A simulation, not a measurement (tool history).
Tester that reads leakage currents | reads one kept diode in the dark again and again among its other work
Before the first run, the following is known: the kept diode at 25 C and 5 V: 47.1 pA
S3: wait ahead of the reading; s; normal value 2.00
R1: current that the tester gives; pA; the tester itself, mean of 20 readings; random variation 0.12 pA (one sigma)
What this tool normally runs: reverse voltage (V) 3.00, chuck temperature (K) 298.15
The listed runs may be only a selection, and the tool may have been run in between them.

run 1 hour=0.0 | reverse_voltage_(V)=3.00 chuck_temperature_(K)=298.15 S3=2.00 | R1=40.39
run 2 hour=150.3 | reverse_voltage_(V)=3.00 chuck_temperature_(K)=298.15 S3=2.00 | R1=40.69
run 3 hour=308.6 | reverse_voltage_(V)=3.00 chuck_temperature_(K)=298.15 S3=7.00 | R1=40.65
-- hour=347.3 tester calibrated
-- hour=517.5 chuck's temperature calibrated
run 4 hour=530.8 | reverse_voltage_(V)=3.00 chuck_temperature_(K)=298.15 S3=2.00 | R1=39.11
-- hour=553.5 probe card cleaned and baked
run 5 hour=740.5 | reverse_voltage_(V)=3.00 chuck_temperature_(K)=299.15 S3=2.00 | R1=39.44
run 6 hour=896.3 | reverse_voltage_(V)=3.00 chuck_temperature_(K)=299.15 S3=2.00 | R1=39.68
run 7 hour=1110.4 | reverse_voltage_(V)=6.24 chuck_temperature_(K)=299.15 S3=2.00 | R1=57.74
run 8 hour=1246.2 | reverse_voltage_(V)=6.24 chuck_temperature_(K)=299.15 S3=2.00 | R1=57.41
-- hour=1274.6 tester calibrated, once more
run 9 hour=1407.3 | reverse_voltage_(V)=3.00 chuck_temperature_(K)=298.15 S3=2.00 | R1=39.49
run 10 hour=1517.5 | reverse_voltage_(V)=3.00 chuck_temperature_(K)=298.15 S3=2.00 | R1=39.59
run 11 hour=1709.7 | reverse_voltage_(V)=3.00 chuck_temperature_(K)=298.15 S3=2.00 | R1=39.77
run 12 hour=1878.5 | reverse_voltage_(V)=3.00 chuck_temperature_(K)=298.15 S3=2.00 | R1=40.09
run 13 hour=2019.3 | reverse_voltage_(V)=3.00 chuck_temperature_(K)=298.15 S3=2.00 | R1=40.55
run 14 hour=2135.7 | reverse_voltage_(V)=3.00 chuck_temperature_(K)=298.15 S3=2.00 | R1=40.90
run 15 hour=2251.4 | reverse_voltage_(V)=3.00 chuck_temperature_(K)=298.15 S3=2.77 | R1=40.70
run 16 hour=2417.1 | reverse_voltage_(V)=3.00 chuck_temperature_(K)=298.15 S3=2.77 | R1=40.96
run 17 hour=2548.5 | reverse_voltage_(V)=3.00 chuck_temperature_(K)=298.15 S3=2.77 | R1=41.49
run 18 hour=2662.1 | reverse_voltage_(V)=3.00 chuck_temperature_(K)=298.15 S3=2.77 | R1=41.43
run 19 hour=2754.5 | reverse_voltage_(V)=3.00 chuck_temperature_(K)=308.15 S3=2.00 | R1=80.89
run 20 hour=2925.6 | reverse_voltage_(V)=5.84 chuck_temperature_(K)=322.15 S3=2.00 | R1=269.37
run 21 hour=3063.9 | reverse_voltage_(V)=5.84 chuck_temperature_(K)=322.15 S3=2.00 | R1=272.48
-- hour=3110.6 chuck's temperature calibrated
-- hour=3198.5 probe card cleaned and baked
run 22 hour=3277.7 | reverse_voltage_(V)=5.84 chuck_temperature_(K)=322.15 S3=2.00 | R1=249.87
run 23 hour=3474.4 | reverse_voltage_(V)=5.84 chuck_temperature_(K)=322.15 S3=2.00 | R1=248.23

Estimate the outcome of run 24 from the log above:
run 24 hour=3569.7 | reverse_voltage_(V)=2.34 chuck_temperature_(K)=294.15 S3=2.00 | R1=?

R1: 24.64 pA
Had the tool carried no hidden state, the very same run would have given R1 24.74 pA.
